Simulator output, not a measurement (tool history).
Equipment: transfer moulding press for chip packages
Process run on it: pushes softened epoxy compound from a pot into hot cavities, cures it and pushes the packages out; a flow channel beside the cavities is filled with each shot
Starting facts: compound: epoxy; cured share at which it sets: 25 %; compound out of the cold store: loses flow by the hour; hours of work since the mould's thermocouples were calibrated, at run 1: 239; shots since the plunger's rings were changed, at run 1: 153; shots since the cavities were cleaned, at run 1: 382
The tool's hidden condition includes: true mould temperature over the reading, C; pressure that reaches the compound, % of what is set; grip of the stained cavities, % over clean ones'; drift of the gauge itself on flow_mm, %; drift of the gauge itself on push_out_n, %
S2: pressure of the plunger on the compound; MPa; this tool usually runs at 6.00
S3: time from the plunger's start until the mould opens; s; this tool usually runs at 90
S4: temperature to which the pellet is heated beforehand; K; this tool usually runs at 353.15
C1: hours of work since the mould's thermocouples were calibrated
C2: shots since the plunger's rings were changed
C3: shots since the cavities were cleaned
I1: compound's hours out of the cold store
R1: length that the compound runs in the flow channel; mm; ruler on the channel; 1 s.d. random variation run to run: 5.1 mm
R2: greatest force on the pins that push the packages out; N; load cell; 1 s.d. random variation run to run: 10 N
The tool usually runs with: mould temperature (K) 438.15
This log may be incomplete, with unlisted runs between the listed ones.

Run 1, hour 0.0: usual settings; C1 239; C2 153; C3 382; I1 21.6. Result: R1 551 mm, R2 677 N.
At hour 7.7: cavities cleaned with cleaning compound and waxed.
Run 2, hour 18.9: usual settings; C1 250; C2 382; C3 148; I1 32.9. Result: R1 508 mm, R2 596 N.
Run 3, hour 33.9: usual settings; C1 260; C2 577; C3 343; I1 20.6. Result: R1 538 mm, R2 667 N.
Run 4, hour 41.4: usual settings; C1 265; C2 676; C3 442; I1 16.6. Result: R1 565 mm, R2 737 N.
At hour 44.4: cavities cleaned with cleaning compound and waxed.
Run 5, hour 53.2: usual settings but S3 128 s; C1 271; C2 812; C3 116; I1 11.1. Result: R1 575 mm, R2 390 N.
Run 6, hour 65.3: usual settings but S3 128 s; C1 279; C2 970; C3 274; I1 14.7. Result: R1 549 mm, R2 433 N.
At hour 82.3: cavities cleaned with cleaning compound and waxed.
Run 7, hour 82.5: usual settings but mould temperature (K) 434.15; C1 289; C2 1176; C3 3; I1 32.6. Result: R1 506 mm, R2 689 N.
Run 8, hour 94.2: usual settings but mould temperature (K) 434.15; C1 297; C2 1329; C3 156; I1 12.1. Result: R1 575 mm, R2 881 N.
Run 9, hour 101.4: usual settings but mould temperature (K) 434.15, S4 347.15 K; C1 302; C2 1424; C3 251; I1 40.8. Result: R1 489 mm, R2 848 N.
Run 10, hour 111.8: usual settings but mould temperature (K) 434.15, S4 347.15 K; C1 309; C2 1560; C3 387; I1 40.7. Result: R1 496 mm, R2 953 N.
At hour 119.2: cavities cleaned with cleaning compound and waxed.
Run 11, hour 126.3: usual settings; C1 317; C2 1730; C3 92; I1 24.7. Result: R1 542 mm, R2 566 N.
Run 12, hour 139.3: usual settings; C1 325; C2 1901; C3 263; I1 20.0. Result: R1 543 mm, R2 679 N.
At hour 156.6: cavities cleaned with cleaning compound and waxed.
Run 13, hour 158.1: usual settings; C1 337; C2 2128; C3 19; I1 40.7. Result: R1 473 mm, R2 516 N.
Run 14, hour 175.0: usual settings but S3 96 s; C1 348; C2 2350; C3 241; I1 39.6. Result: R1 474 mm, R2 547 N.
Run 15, hour 187.4: usual settings; C1 356; C2 2512; C3 403; I1 10.5. Result: R1 566 mm, R2 772 N.
At hour 193.7: cavities cleaned with cleaning compound and waxed.
Run 16, hour 203.9: usual settings but S2 5.39 MPa; C1 365; C2 2709; C3 134; I1 37.8. Result: R1 460 mm, R2 556 N.
Run 17, hour 220.3: usual settings but S2 5.39 MPa; C1 376; C2 2923; C3 348; I1 18.5. Result: R1 509 mm, R2 691 N.
At hour 230.3: cavities cleaned with cleaning compound and waxed.
Run 18, hour 231.5: usual settings but S2 5.39 MPa; C1 382; C2 3051; C3 16; I1 15.8. Result: R1 513 mm, R2 565 N.
Run 19, hour 247.6: usual settings but mould temperature (K) 431.15, S4 354.15 K; C1 393; C2 3262; C3 227; I1 44.0. Result: R1 479 mm, R2 953 N.
Run 20, hour 258.3: usual settings but mould temperature (K) 431.15, S4 354.15 K; C1 400; C2 3402; C3 367; I1 11.7. Result: R1 565 mm, R2 1299 N.
At hour 266.9: cavities cleaned with cleaning compound and waxed.
Run 21, hour 277.2: usual settings but mould temperature (K) 431.15, S4 354.15 K; C1 411; C2 3630; C3 134; I1 34.1. Result: R1 503 mm, R2 974 N.
Run 22, hour 286.2: usual settings but mould temperature (K) 431.15, S4 354.15 K; C1 417; C2 3748; C3 252; I1 40.5. Result: R1 486 mm, R2 1068 N.
At hour 303.4: cavities cleaned with cleaning compound and waxed.
Run 23, hour 303.4: usual settings but mould temperature (K) 431.15, S4 354.15 K; C1 427; C2 3955; C3 0; I1 35.1. Result: R1 488 mm, R2 821 N.
Run 24, hour 317.9: usual settings but mould temperature (K) 431.15, S4 354.15 K; C1 437; C2 4144; C3 189; I1 44.2. Result: R1 462 mm, R2 958 N.
Run 25, hour 334.5: usual settings but S2 5.76 MPa; C1 447; C2 4363; C3 408; I1 33.2. Result: R1 476 mm, R2 721 N.
At hour 341.0: cavities cleaned with cleaning compound and waxed.
Run 26, hour 350.3: usual settings but S2 5.76 MPa; C1 457; C2 4550; C3 122; I1 40.0. Result: R1 456 mm, R2 570 N.
At hour 354.1: plunger's sealing rings changed.
At hour 358.2: mould's thermocouples calibrated.
Run 27, hour 363.8: usual settings but S2 6.97 MPa, S3 92 s; C1 4; C2 101; C3 240; I1 27.5. Result: R1 563 mm, R2 591 N.
Run 28, hour 380.1: usual settings but mould temperature (K) 441.15, S2 5.50 MPa, S3 128 s, S4 347.15 K; C1 14; C2 315; C3 454; I1 33.9. Result: R1 481 mm, R2 467 N.
At hour 383.1: cavities cleaned with cleaning compound and waxed.
Run 29, hour 388.9: usual settings but mould temperature (K) 441.15, S2 5.50 MPa, S3 128 s, S4 347.15 K; C1 19; C2 410; C3 76; I1 25.8. Result: R1 507 mm, R2 375 N.

What if the next run were any one of these 3? Each begins from the tool's condition after run 29:
Run A, hour 398.2: usual settings but S2 5.33 MPa, S3 81 s; C1 25; C2 532; C3 198; I1 39.9. Result: R1 ?, R2 ?.
Run B, hour 398.2: usual settings but mould temperature (K) 441.15, S2 7.09 MPa, S3 128 s, S4 354.15 K; C1 25; C2 532; C3 198; I1 28.7. Result: R1 ?, R2 ?.
Run C, hour 398.2: usual settings but mould temperature (K) 441.15, S2 5.43 MPa, S3 128 s, S4 351.15 K; C1 25; C2 532; C3 198; I1 13.0. Result: R1 ?, R2 ?.

run   R1   R2
  A  461  733
  B  562  406
  C  535  412
The same runs, with their run-to-run variation unchanged, on a tool lacking any hidden condition would have given:
run   R1   R2
  A  467  606
  B  569  328
  C  541  334
